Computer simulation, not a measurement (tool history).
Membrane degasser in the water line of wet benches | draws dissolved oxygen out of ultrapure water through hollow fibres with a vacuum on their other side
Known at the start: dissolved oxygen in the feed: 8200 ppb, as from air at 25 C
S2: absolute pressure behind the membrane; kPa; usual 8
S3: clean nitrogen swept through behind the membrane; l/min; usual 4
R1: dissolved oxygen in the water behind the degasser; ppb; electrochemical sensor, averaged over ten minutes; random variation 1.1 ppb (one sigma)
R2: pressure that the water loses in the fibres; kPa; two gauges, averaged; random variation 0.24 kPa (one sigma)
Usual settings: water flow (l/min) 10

run 1 day=0 | water_flow_(l/min)=10 S2=8 S3=4 | R1=123.3 R2=63.94
run 2 day=6.154 | water_flow_(l/min)=10 S2=8 S3=4 | R1=124.7 R2=64.11
run 3 day=14.054 | water_flow_(l/min)=10 S2=8 S3=4 | R1=124.6 R2=64.02
run 4 day=21.504 | water_flow_(l/min)=10 S2=8 S3=4 | R1=124.5 R2=64.14
run 5 day=28.696 | water_flow_(l/min)=12 S2=8 S3=4 | R1=207.2 R2=77.17
run 6 day=36.125 | water_flow_(l/min)=10 S2=16.28 S3=4 | R1=176.1 R2=64.87
run 7 day=42.662 | water_flow_(l/min)=10 S2=7.36 S3=4 | R1=123.5 R2=64.64
run 8 day=48.95 | water_flow_(l/min)=10 S2=8 S3=4 | R1=131.4 R2=64.45
run 9 day=53.475 | water_flow_(l/min)=10 S2=8 S3=4 | R1=126.1 R2=64.83
run 10 day=61.375 | water_flow_(l/min)=10 S2=8 S3=4 | R1=127.7 R2=65.11
run 11 day=69.675 | water_flow_(l/min)=10 S2=16.7 S3=4 | R1=186.2 R2=64.78
run 12 day=73.638 | water_flow_(l/min)=10 S2=16.7 S3=4 | R1=186.2 R2=64.81
run 13 day=79.283 | water_flow_(l/min)=10 S2=8 S3=4 | R1=131.5 R2=64.66
run 14 day=85.429 | water_flow_(l/min)=10 S2=8 S3=4 | R1=134.8 R2=65.39
run 15 day=93.967 | water_flow_(l/min)=10 S2=8 S3=4 | R1=132.9 R2=65.08
run 16 day=98.246 | water_flow_(l/min)=10 S2=8 S3=4 | R1=132.7 R2=65.81

Forecast run 17:
run 17 day=106.65 | water_flow_(l/min)=14 S2=15.76 S3=4 | R1=? R2=?

R1: 377.8 ppb
R2: 91.89 kPa
Without the tool's hidden state the same run would have given R1 328 ppb, R2 87.72 kPa.

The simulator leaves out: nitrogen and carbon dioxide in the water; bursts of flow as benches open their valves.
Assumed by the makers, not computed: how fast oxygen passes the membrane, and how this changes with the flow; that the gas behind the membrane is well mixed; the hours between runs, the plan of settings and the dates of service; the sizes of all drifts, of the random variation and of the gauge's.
